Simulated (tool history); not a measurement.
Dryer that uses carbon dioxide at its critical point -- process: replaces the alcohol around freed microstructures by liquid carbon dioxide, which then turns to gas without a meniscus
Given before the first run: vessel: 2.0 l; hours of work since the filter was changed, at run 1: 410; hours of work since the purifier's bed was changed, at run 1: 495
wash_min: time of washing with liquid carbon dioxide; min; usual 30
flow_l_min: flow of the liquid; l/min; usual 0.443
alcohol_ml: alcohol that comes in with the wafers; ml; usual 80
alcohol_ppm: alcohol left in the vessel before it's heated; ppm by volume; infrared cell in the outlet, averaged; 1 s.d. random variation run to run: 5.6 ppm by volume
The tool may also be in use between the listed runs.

run,hour,wash_min,flow_l_min,alcohol_ml,hours of work since the filter was changed,hours of work since the purifier's bed was changed,alcohol_ppm
1,0.0,30,0.443,80,410,495,359
2,39.6,30,0.443,80,426,510,356
3,77.0,30,0.443,80,440,525,381
4,97.9,30,0.443,80,448,533,396
5,133.1,30,0.443,80,462,546,389
# hour 149.0: inlet filter changed
6,155.4,30,0.443,38,2,555,197
7,192.8,30,0.523,80,17,569,174
8,226.0,32,0.523,80,30,582,152
9,255.7,24,0.443,80,41,594,612
10,295.9,24,0.443,80,57,609,670
11,316.9,40,0.443,80,65,617,152
12,356.1,37,0.443,80,80,633,178
13,402.1,30,0.443,80,98,651,319
14,444.5,30,0.443,30,115,667,205
15,470.7,30,0.443,30,125,677,209
16,516.9,20,0.366,30,143,695,1000
17,556.3,20,0.366,30,158,710,995
18,589.6,24,0.443,71,171,723,646
19,628.9,29,0.359,40,186,739,479
20,673.9,29,0.359,40,204,756,497
21,714.7,32,0.498,47,220,772,195
22,738.7,38,0.593,47,229,781,154
23,779.6,38,0.593,47,245,797,156
24,810.1,38,0.593,47,257,809,164
25,833.9,38,0.593,47,266,818,158
26,875.4,38,0.593,47,282,834,161
27,916.9,30,0.443,83,298,851,407

Below are 5 alternative next runs, each starting from the tool's condition after run 27. Predict each:
A,959.8,36,0.443,113,315,867,?
B,959.8,30,0.636,85,315,867,?
C,959.8,18,0.443,83,315,867,?
D,959.8,30,0.443,36,315,867,?
E,959.8,30,0.303,111,315,867,?

run,alcohol_ppm
A,293
B,190
C,2029
D,273
E,2054
The same runs, with their run-to-run variation unchanged, on a tool lacking any hidden condition would have given:
run,alcohol_ppm
A,79
B,17
C,1463
D,77
E,1436
